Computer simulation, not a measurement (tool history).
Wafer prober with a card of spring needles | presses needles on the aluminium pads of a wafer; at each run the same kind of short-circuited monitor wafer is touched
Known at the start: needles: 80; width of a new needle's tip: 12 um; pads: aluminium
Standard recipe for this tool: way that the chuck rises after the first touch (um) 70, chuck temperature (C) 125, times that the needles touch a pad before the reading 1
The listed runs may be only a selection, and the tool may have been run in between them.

run	day	way that the chuck rises after the first touch (um)	chuck temperature (C)	times that the needles touch a pad before the reading	resistance of one needle with its contact and lead (mohm)	way that a needle slides on the pad (um)
1	0	70	125	1	288	11.08
2	0.275	55	125	1	413	8.75
3	0.767	55	125	1	483	8.7
# day 1.171: tips cleaned on abrasive film
4	1.196	70	125	1	201	11.08
5	1.529	70	125	1	293	11.05
6	2.004	70	125	1	357	11.08
7	2.275	70	125	1	378	11.06
# day 2.633: tips cleaned on abrasive film
8	2.692	70	125	1	217	11.08
9	3.008	70	85	1	307	11.06
10	3.467	70	84	1	372	11.01
11	3.729	70	84	1	385	11.07
12	4.05	70	84	1	395	11.06
# day 4.138: tips cleaned on abrasive film
13	4.571	70	84	1	320	11.05
14	4.942	70	125	1	365	11.04
15	5.375	70	125	1	385	11.02
# day 5.6: tips cleaned on abrasive film
16	5.838	70	125	1	268	11.02
17	6.35	70	125	1	354	11.01
18	6.596	70	125	1	370	10.99
19	6.996	70	66	1	397	11.04
# day 7.079: tips cleaned on abrasive film
20	7.362	70	52	2	240	10.96
21	7.788	70	36	2	284	10.99
22	8.054	54	125	1	490	8.44
# day 8.104: height of the first contact set anew
23	8.525	68	39	1	426	10.64
# day 8.567: tips cleaned on abrasive film
24	9.108	52	57	1	464	8.11
25	9.479	52	57	1	543	8.04
26	9.917	52	57	1	575	8.06
# day 10.071: tips cleaned on abrasive film
27	10.458	52	57	1	425	8.02
28	10.75	69	55	1	366	10.78

For run 29, what comes out?
29	11.046	56	33	2	?	?

Run 29 came out at resistance of one needle with its contact and lead (mohm) 374, way that a needle slides on the pad (um) 8.68.
On a tool with no hidden condition, and with the same random variation, this run would have come out at resistance of one needle with its contact and lead (mohm) 164, way that a needle slides on the pad (um) 8.87.
